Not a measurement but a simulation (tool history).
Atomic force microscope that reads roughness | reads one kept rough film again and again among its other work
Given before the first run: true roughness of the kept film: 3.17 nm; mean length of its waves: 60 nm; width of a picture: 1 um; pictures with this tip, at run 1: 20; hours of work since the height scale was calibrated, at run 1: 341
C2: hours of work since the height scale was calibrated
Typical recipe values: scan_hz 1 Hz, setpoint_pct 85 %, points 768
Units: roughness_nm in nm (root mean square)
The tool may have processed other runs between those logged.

run 1 hour=0 | scan_hz=1 setpoint_pct=85 points=768 | pictures_with_this_tip=20 C2=341 | roughness_nm=2.975
-- hour=37.9 new tip fitted
run 2 hour=37.9 | scan_hz=1 setpoint_pct=85 points=768 | pictures_with_this_tip=0 C2=358 | roughness_nm=3.017
run 3 hour=63.4 | scan_hz=1 setpoint_pct=68 points=768 | pictures_with_this_tip=28 C2=369 | roughness_nm=3.039
-- hour=96.9 new tip fitted
run 4 hour=103.1 | scan_hz=1 setpoint_pct=68 points=768 | pictures_with_this_tip=7 C2=387 | roughness_nm=3.079
run 5 hour=129.4 | scan_hz=1 setpoint_pct=68 points=695 | pictures_with_this_tip=36 C2=399 | roughness_nm=3.008
-- hour=154.7 new tip fitted
run 6 hour=161.6 | scan_hz=1 setpoint_pct=71 points=768 | pictures_with_this_tip=8 C2=413 | roughness_nm=3.055
run 7 hour=198.9 | scan_hz=1 setpoint_pct=85 points=768 | pictures_with_this_tip=50 C2=430 | roughness_nm=2.919
-- hour=211.1 new tip fitted
run 8 hour=220.9 | scan_hz=1 setpoint_pct=85 points=768 | pictures_with_this_tip=11 C2=440 | roughness_nm=3.007
run 9 hour=241.8 | scan_hz=1 setpoint_pct=85 points=768 | pictures_with_this_tip=35 C2=449 | roughness_nm=2.954
-- hour=266.6 new tip fitted
run 10 hour=282 | scan_hz=1 setpoint_pct=85 points=768 | pictures_with_this_tip=17 C2=467 | roughness_nm=2.992
-- hour=285.4 height scale calibrated on a step standard
run 11 hour=321.4 | scan_hz=1 setpoint_pct=85 points=768 | pictures_with_this_tip=59 C2=16 | roughness_nm=2.916
-- hour=326.6 new tip fitted
run 12 hour=357.3 | scan_hz=1 setpoint_pct=85 points=768 | pictures_with_this_tip=34 C2=32 | roughness_nm=2.961
-- hour=383.2 height scale calibrated on a step standard, once more
-- hour=386.1 new tip fitted
run 13 hour=387.3 | scan_hz=1 setpoint_pct=85 points=768 | pictures_with_this_tip=1 C2=2 | roughness_nm=2.999
run 14 hour=409.7 | scan_hz=1.73 setpoint_pct=85 points=768 | pictures_with_this_tip=26 C2=12 | roughness_nm=2.849
run 15 hour=433.1 | scan_hz=1.73 setpoint_pct=85 points=768 | pictures_with_this_tip=52 C2=22 | roughness_nm=2.803
-- hour=444.6 new tip fitted
run 16 hour=473.5 | scan_hz=2.06 setpoint_pct=85 points=768 | pictures_with_this_tip=32 C2=40 | roughness_nm=2.814
-- hour=502.6 new tip fitted
run 17 hour=504.3 | scan_hz=2.06 setpoint_pct=85 points=768 | pictures_with_this_tip=2 C2=54 | roughness_nm=2.871
run 18 hour=543.1 | scan_hz=1 setpoint_pct=85 points=792 | pictures_with_this_tip=45 C2=72 | roughness_nm=2.891
-- hour=558.3 new tip fitted
run 19 hour=571.9 | scan_hz=1 setpoint_pct=85 points=792 | pictures_with_this_tip=15 C2=84 | roughness_nm=2.989
run 20 hour=610.3 | scan_hz=3.87 setpoint_pct=69 points=831 | pictures_with_this_tip=57 C2=102 | roughness_nm=2.813
-- hour=614.9 new tip fitted
run 21 hour=649.4 | scan_hz=3.87 setpoint_pct=69 points=831 | pictures_with_this_tip=38 C2=119 | roughness_nm=2.853
-- hour=672.4 new tip fitted
run 22 hour=689.9 | scan_hz=1.67 setpoint_pct=69 points=831 | pictures_with_this_tip=20 C2=137 | roughness_nm=2.989
run 23 hour=718.3 | scan_hz=1 setpoint_pct=85 points=302 | pictures_with_this_tip=51 C2=150 | roughness_nm=2.908
-- hour=729.4 new tip fitted
run 24 hour=745.6 | scan_hz=1 setpoint_pct=85 points=302 | pictures_with_this_tip=18 C2=162 | roughness_nm=2.965
run 25 hour=784.1 | scan_hz=1 setpoint_pct=85 points=426 | pictures_with_this_tip=61 C2=179 | roughness_nm=2.889
-- hour=787.6 new tip fitted
run 26 hour=823.7 | scan_hz=2 setpoint_pct=67 points=716 | pictures_with_this_tip=40 C2=197 | roughness_nm=2.946
-- hour=845.2 new tip fitted
run 27 hour=846.9 | scan_hz=2.75 setpoint_pct=67 points=716 | pictures_with_this_tip=1 C2=207 | roughness_nm=2.996
run 28 hour=878.5 | scan_hz=2.25 setpoint_pct=67 points=774 | pictures_with_this_tip=37 C2=222 | roughness_nm=2.958
run 29 hour=896.7 | scan_hz=2.25 setpoint_pct=67 points=774 | pictures_with_this_tip=57 C2=230 | roughness_nm=2.895
-- hour=901.9 new tip fitted
run 30 hour=914.8 | scan_hz=2.25 setpoint_pct=67 points=774 | pictures_with_this_tip=14 C2=238 | roughness_nm=2.989
run 31 hour=938.4 | scan_hz=1.59 setpoint_pct=85 points=803 | pictures_with_this_tip=41 C2=248 | roughness_nm=2.866
-- hour=959.9 new tip fitted
run 32 hour=980.8 | scan_hz=0.59 setpoint_pct=56 points=803 | pictures_with_this_tip=23 C2=267 | roughness_nm=3.076

5 ways to go on from here, each from the tool as it stands after run 32. What would each give?
-- hour=1016.2 new tip fitted
run A hour=1022.8 | scan_hz=0.96 setpoint_pct=65 points=256 | pictures_with_this_tip=7 C2=286 | roughness_nm=?
-- hour=1016.2 new tip fitted
run B hour=1022.8 | scan_hz=4 setpoint_pct=57 points=292 | pictures_with_this_tip=7 C2=286 | roughness_nm=?
-- hour=1016.2 new tip fitted
run C hour=1022.8 | scan_hz=1 setpoint_pct=76 points=768 | pictures_with_this_tip=7 C2=286 | roughness_nm=?
-- hour=1016.2 new tip fitted
run D hour=1022.8 | scan_hz=2.12 setpoint_pct=73 points=803 | pictures_with_this_tip=7 C2=286 | roughness_nm=?
-- hour=1016.2 new tip fitted
run E hour=1022.8 | scan_hz=0.83 setpoint_pct=62 points=895 | pictures_with_this_tip=7 C2=286 | roughness_nm=?

run=A roughness_nm=3.051
run=B roughness_nm=3.028
run=C roughness_nm=3.053
run=D roughness_nm=2.967
run=E roughness_nm=3.056
Take away the tool's hidden state, keep each run's random variation, and the runs would have read:
run=A roughness_nm=3.053
run=B roughness_nm=3.03
run=C roughness_nm=3.055
run=D roughness_nm=2.969
run=E roughness_nm=3.058

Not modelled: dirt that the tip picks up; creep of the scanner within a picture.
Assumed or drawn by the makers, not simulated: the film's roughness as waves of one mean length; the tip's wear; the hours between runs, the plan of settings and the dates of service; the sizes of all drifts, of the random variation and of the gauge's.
